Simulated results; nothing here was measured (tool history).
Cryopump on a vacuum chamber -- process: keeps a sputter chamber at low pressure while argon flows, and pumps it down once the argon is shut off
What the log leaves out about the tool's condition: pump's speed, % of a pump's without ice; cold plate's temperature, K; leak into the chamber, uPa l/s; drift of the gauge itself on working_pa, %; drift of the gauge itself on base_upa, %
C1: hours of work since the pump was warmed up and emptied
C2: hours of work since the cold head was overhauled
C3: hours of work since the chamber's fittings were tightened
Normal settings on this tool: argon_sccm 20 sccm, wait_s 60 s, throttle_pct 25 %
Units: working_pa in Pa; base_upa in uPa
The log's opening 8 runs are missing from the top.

{"run": 9, "hour": 263.3, "argon_sccm": 20, "wait_s": 47, "throttle_pct": 25, "C1": 27, "C2": 617, "C3": 173, "working_pa": 0.0662, "base_upa": 1.59}
{"run": 10, "hour": 297.9, "argon_sccm": 20, "wait_s": 173, "throttle_pct": 25, "C1": 57, "C2": 648, "C3": 203, "working_pa": 0.0662, "base_upa": 0.67}
{"run": 11, "hour": 332.2, "argon_sccm": 20, "wait_s": 60, "throttle_pct": 25, "C1": 88, "C2": 678, "C3": 234, "working_pa": 0.0669, "base_upa": 1.34}
{"run": 12, "hour": 374.8, "argon_sccm": 20, "wait_s": 60, "throttle_pct": 25, "C1": 126, "C2": 716, "C3": 272, "working_pa": 0.0682, "base_upa": 1.43}
{"run": 13, "hour": 404.5, "argon_sccm": 20, "wait_s": 60, "throttle_pct": 25, "C1": 152, "C2": 743, "C3": 298, "working_pa": 0.0676, "base_upa": 1.38}
{"run": 14, "hour": 437.4, "argon_sccm": 30, "wait_s": 60, "throttle_pct": 25, "C1": 181, "C2": 772, "C3": 327, "working_pa": 0.1017, "base_upa": 1.39}
{"run": 15, "hour": 461.1, "argon_sccm": 30, "wait_s": 60, "throttle_pct": 25, "C1": 202, "C2": 793, "C3": 348, "working_pa": 0.1024, "base_upa": 1.48}
{"run": 16, "hour": 495.6, "argon_sccm": 30, "wait_s": 265, "throttle_pct": 25, "C1": 233, "C2": 823, "C3": 379, "working_pa": 0.1025, "base_upa": 0.69}
{"run": 17, "hour": 520.5, "argon_sccm": 12, "wait_s": 60, "throttle_pct": 25, "C1": 255, "C2": 845, "C3": 401, "working_pa": 0.0416, "base_upa": 1.49}
{"run": 18, "hour": 544.7, "argon_sccm": 20, "wait_s": 76, "throttle_pct": 25, "C1": 276, "C2": 867, "C3": 422, "working_pa": 0.0688, "base_upa": 1.3}
{"run": 19, "hour": 570.7, "argon_sccm": 20, "wait_s": 76, "throttle_pct": 25, "C1": 299, "C2": 890, "C3": 445, "working_pa": 0.0691, "base_upa": 1.25}
{"run": 20, "hour": 592.5, "argon_sccm": 8, "wait_s": 76, "throttle_pct": 38, "C1": 319, "C2": 909, "C3": 465, "working_pa": 0.019, "base_upa": 1.34}
{"run": 21, "hour": 610.1, "argon_sccm": 18, "wait_s": 35, "throttle_pct": 25, "C1": 334, "C2": 925, "C3": 480, "working_pa": 0.0626, "base_upa": 2.32}
{"run": 22, "hour": 633.6, "argon_sccm": 13, "wait_s": 35, "throttle_pct": 25, "C1": 355, "C2": 946, "C3": 501, "working_pa": 0.0447, "base_upa": 2.31}
{"run": 23, "hour": 665.7, "argon_sccm": 13, "wait_s": 35, "throttle_pct": 25, "C1": 384, "C2": 974, "C3": 530, "working_pa": 0.0468, "base_upa": 2.46}
{"run": 24, "hour": 701.7, "argon_sccm": 13, "wait_s": 35, "throttle_pct": 25, "C1": 416, "C2": 1006, "C3": 562, "working_pa": 0.0463, "base_upa": 2.4}
{"run": 25, "hour": 726.5, "argon_sccm": 13, "wait_s": 35, "throttle_pct": 25, "C1": 438, "C2": 1028, "C3": 584, "working_pa": 0.047, "base_upa": 2.43}
{"run": 26, "hour": 753.4, "argon_sccm": 20, "wait_s": 60, "throttle_pct": 56, "C1": 462, "C2": 1052, "C3": 608, "working_pa": 0.0351, "base_upa": 1.71}

Run 27 is up next; what results do you expect?
{"run": 27, "hour": 791.6, "argon_sccm": 20, "wait_s": 60, "throttle_pct": 24, "C1": 495, "C2": 1086, "C3": 641, "working_pa": "?", "base_upa": "?"}

working_pa: 0.0760 Pa
base_upa: 1.77 uPa
The same run, on a tool lacking any hidden state, would have yielded working_pa 0.0697 Pa, base_upa 1.23 uPa.

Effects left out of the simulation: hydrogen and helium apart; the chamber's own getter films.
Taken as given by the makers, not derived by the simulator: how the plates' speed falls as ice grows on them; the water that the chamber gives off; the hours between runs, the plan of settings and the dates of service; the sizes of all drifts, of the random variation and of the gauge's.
